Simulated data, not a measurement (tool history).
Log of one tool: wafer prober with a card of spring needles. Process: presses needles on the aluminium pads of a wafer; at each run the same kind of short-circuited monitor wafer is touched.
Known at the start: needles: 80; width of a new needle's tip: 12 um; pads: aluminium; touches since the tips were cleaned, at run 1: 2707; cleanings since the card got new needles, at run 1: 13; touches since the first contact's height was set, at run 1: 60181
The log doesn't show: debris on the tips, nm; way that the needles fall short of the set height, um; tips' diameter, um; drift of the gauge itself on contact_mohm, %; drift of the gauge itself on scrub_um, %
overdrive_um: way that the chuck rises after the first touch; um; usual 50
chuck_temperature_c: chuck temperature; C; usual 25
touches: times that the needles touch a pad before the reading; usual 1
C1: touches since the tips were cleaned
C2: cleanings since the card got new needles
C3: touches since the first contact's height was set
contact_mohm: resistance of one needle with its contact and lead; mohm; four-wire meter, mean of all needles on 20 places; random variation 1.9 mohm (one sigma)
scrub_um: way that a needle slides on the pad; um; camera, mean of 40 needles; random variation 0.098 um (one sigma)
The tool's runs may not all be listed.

{"run": 1, "hour": 0.0, "overdrive_um": 50, "chuck_temperature_c": 25, "touches": 1, "C1": 2707, "C2": 13, "C3": 60181, "contact_mohm": 231, "scrub_um": 13.04}
{"hour": 3.3, "done": "tips cleaned on abrasive film"}
{"hour": 9.7, "done": "tips cleaned on abrasive film"}
{"hour": 16.1, "done": "tips cleaned on abrasive film"}
{"hour": 24.0, "done": "tips cleaned on abrasive film"}
{"hour": 32.0, "done": "tips cleaned on abrasive film"}
{"hour": 40.0, "done": "tips cleaned on abrasive film"}
{"run": 2, "hour": 44.7, "overdrive_um": 50, "chuck_temperature_c": 25, "touches": 1, "C1": 2915, "C2": 19, "C3": 87638, "contact_mohm": 232, "scrub_um": 12.74}
{"hour": 47.9, "done": "tips cleaned on abrasive film"}
{"hour": 54.3, "done": "tips cleaned on abrasive film"}
{"hour": 60.7, "done": "tips cleaned on abrasive film"}
{"hour": 67.1, "done": "tips cleaned on abrasive film"}
{"hour": 73.5, "done": "tips cleaned on abrasive film"}
{"hour": 77.0, "done": "height of the first contact set anew"}
{"hour": 80.2, "done": "tips cleaned on abrasive film"}
{"hour": 86.6, "done": "tips cleaned on abrasive film"}
{"run": 3, "hour": 90.9, "overdrive_um": 50, "chuck_temperature_c": 25, "touches": 1, "C1": 2647, "C2": 26, "C3": 8538, "contact_mohm": 233, "scrub_um": 13.25}
{"hour": 94.1, "done": "tips cleaned on abrasive film"}
{"hour": 100.5, "done": "tips cleaned on abrasive film"}
{"hour": 108.5, "done": "tips cleaned on abrasive film"}
{"hour": 114.9, "done": "tips cleaned on abrasive film"}
{"run": 4, "hour": 118.1, "overdrive_um": 50, "chuck_temperature_c": 25, "touches": 1, "C1": 2008, "C2": 30, "C3": 25271, "contact_mohm": 223, "scrub_um": 13.35}
{"hour": 121.4, "done": "tips cleaned on abrasive film"}
{"hour": 127.8, "done": "tips cleaned on abrasive film"}
{"hour": 134.2, "done": "tips cleaned on abrasive film"}
{"hour": 142.2, "done": "tips cleaned on abrasive film"}
{"hour": 150.2, "done": "tips cleaned on abrasive film"}
{"hour": 158.1, "done": "tips cleaned on abrasive film"}
{"hour": 166.1, "done": "tips cleaned on abrasive film"}
{"run": 5, "hour": 169.9, "overdrive_um": 50, "chuck_temperature_c": 111, "touches": 1, "C1": 2338, "C2": 37, "C3": 57063, "contact_mohm": 253, "scrub_um": 13.12}
{"hour": 173.1, "done": "tips cleaned on abrasive film"}
{"hour": 179.5, "done": "tips cleaned on abrasive film"}
{"hour": 187.5, "done": "tips cleaned on abrasive film"}
{"run": 6, "hour": 192.3, "overdrive_um": 50, "chuck_temperature_c": 111, "touches": 1, "C1": 3008, "C2": 40, "C3": 70870, "contact_mohm": 248, "scrub_um": 13}
{"hour": 194.0, "done": "tips cleaned on abrasive film"}
{"hour": 200.4, "done": "tips cleaned on abrasive film"}
{"hour": 208.4, "done": "tips cleaned on abrasive film"}
{"hour": 216.4, "done": "tips cleaned on abrasive film"}
{"hour": 224.4, "done": "tips cleaned on abrasive film"}
{"hour": 232.3, "done": "tips cleaned on abrasive film"}
{"run": 7, "hour": 237.3, "overdrive_um": 50, "chuck_temperature_c": 111, "touches": 1, "C1": 3105, "C2": 46, "C3": 98522, "contact_mohm": 258, "scrub_um": 12.96}
{"hour": 239.0, "done": "tips cleaned on abrasive film"}
{"hour": 245.4, "done": "tips cleaned on abrasive film"}
{"hour": 250.2, "done": "tips cleaned on abrasive film, once more"}
{"hour": 252.1, "done": "height of the first contact set anew"}
{"hour": 258.5, "done": "tips cleaned on abrasive film"}
{"run": 8, "hour": 260.6, "overdrive_um": 50, "chuck_temperature_c": 25, "touches": 1, "C1": 1326, "C2": 50, "C3": 5253, "contact_mohm": 222, "scrub_um": 13.47}
{"hour": 265.5, "done": "tips cleaned on abrasive film"}
{"hour": 271.9, "done": "tips cleaned on abrasive film"}
{"hour": 279.8, "done": "tips cleaned on abrasive film"}
{"hour": 287.8, "done": "tips cleaned on abrasive film"}
{"hour": 294.2, "done": "tips cleaned on abrasive film"}
{"run": 9, "hour": 298.4, "overdrive_um": 50, "chuck_temperature_c": 62, "touches": 1, "C1": 2606, "C2": 55, "C3": 28473, "contact_mohm": 240, "scrub_um": 13.4}
{"hour": 301.7, "done": "tips cleaned on abrasive film"}
{"hour": 308.1, "done": "tips cleaned on abrasive film"}
{"hour": 316.0, "done": "tips cleaned on abrasive film"}
{"hour": 322.4, "done": "tips cleaned on abrasive film"}
{"hour": 330.4, "done": "tips cleaned on abrasive film"}
{"hour": 338.4, "done": "tips cleaned on abrasive film"}
{"run": 10, "hour": 342.3, "overdrive_um": 50, "chuck_temperature_c": 62, "touches": 1, "C1": 2420, "C2": 61, "C3": 55437, "contact_mohm": 239, "scrub_um": 13.11}
{"hour": 345.5, "done": "tips cleaned on abrasive film"}
{"hour": 351.9, "done": "tips cleaned on abrasive film"}
{"hour": 358.3, "done": "tips cleaned on abrasive film"}
{"hour": 364.7, "done": "tips cleaned on abrasive film"}
{"hour": 372.7, "done": "tips cleaned on abrasive film"}
{"hour": 379.1, "done": "tips cleaned on abrasive film"}
{"hour": 387.1, "done": "tips cleaned on abrasive film"}
{"hour": 393.5, "done": "tips cleaned on abrasive film"}
{"run": 11, "hour": 393.7, "overdrive_um": 50, "chuck_temperature_c": 62, "touches": 1, "C1": 142, "C2": 69, "C3": 86994, "contact_mohm": 216, "scrub_um": 12.96}
{"hour": 400.1, "done": "tips cleaned on abrasive film"}
{"hour": 406.5, "done": "tips cleaned on abrasive film"}
{"hour": 412.9, "done": "tips cleaned on abrasive film"}
{"hour": 420.9, "done": "tips cleaned on abrasive film"}
{"run": 12, "hour": 422.7, "overdrive_um": 50, "chuck_temperature_c": 62, "touches": 1, "C1": 1085, "C2": 73, "C3": 104767, "contact_mohm": 235, "scrub_um": 12.89}
{"hour": 427.5, "done": "tips cleaned on abrasive film"}
{"hour": 427.8, "done": "height of the first contact set anew"}
{"hour": 434.2, "done": "tips cleaned on abrasive film"}
{"hour": 442.2, "done": "tips cleaned on abrasive film"}
{"hour": 448.6, "done": "tips cleaned on abrasive film"}
{"hour": 456.5, "done": "tips cleaned on abrasive film"}
{"hour": 464.5, "done": "tips cleaned on abrasive film"}
{"run": 13, "hour": 467.2, "overdrive_um": 50, "chuck_temperature_c": 38, "touches": 1, "C1": 1677, "C2": 79, "C3": 24256, "contact_mohm": 232, "scrub_um": 13.45}
{"hour": 472.0, "done": "tips cleaned on abrasive film"}
{"hour": 478.4, "done": "tips cleaned on abrasive film"}
{"hour": 484.8, "done": "tips cleaned on abrasive film"}
{"hour": 491.2, "done": "tips cleaned on abrasive film"}
{"hour": 499.2, "done": "tips cleaned on abrasive film"}
{"hour": 507.2, "done": "tips cleaned on abrasive film"}
{"run": 14, "hour": 509.6, "overdrive_um": 50, "chuck_temperature_c": 38, "touches": 1, "C1": 1518, "C2": 85, "C3": 50316, "contact_mohm": 229, "scrub_um": 13.04}

The next listed run, before its measurement:
{"hour": 514.5, "done": "tips cleaned on abrasive film"}
{"hour": 520.9, "done": "tips cleaned on abrasive film"}
{"hour": 527.3, "done": "tips cleaned on abrasive film"}
{"hour": 535.3, "done": "tips cleaned on abrasive film"}
{"hour": 543.2, "done": "tips cleaned on abrasive film"}
{"run": 15, "hour": 545.9, "overdrive_um": 33, "chuck_temperature_c": 80, "touches": 2, "C1": 1673, "C2": 90, "C3": 72605, "contact_mohm": "?", "scrub_um": "?"}

contact_mohm: 265 mohm
scrub_um: 8.47 um
Without the tool's hidden state the same run would have given contact_mohm 223 mohm, scrub_um 8.87 um.

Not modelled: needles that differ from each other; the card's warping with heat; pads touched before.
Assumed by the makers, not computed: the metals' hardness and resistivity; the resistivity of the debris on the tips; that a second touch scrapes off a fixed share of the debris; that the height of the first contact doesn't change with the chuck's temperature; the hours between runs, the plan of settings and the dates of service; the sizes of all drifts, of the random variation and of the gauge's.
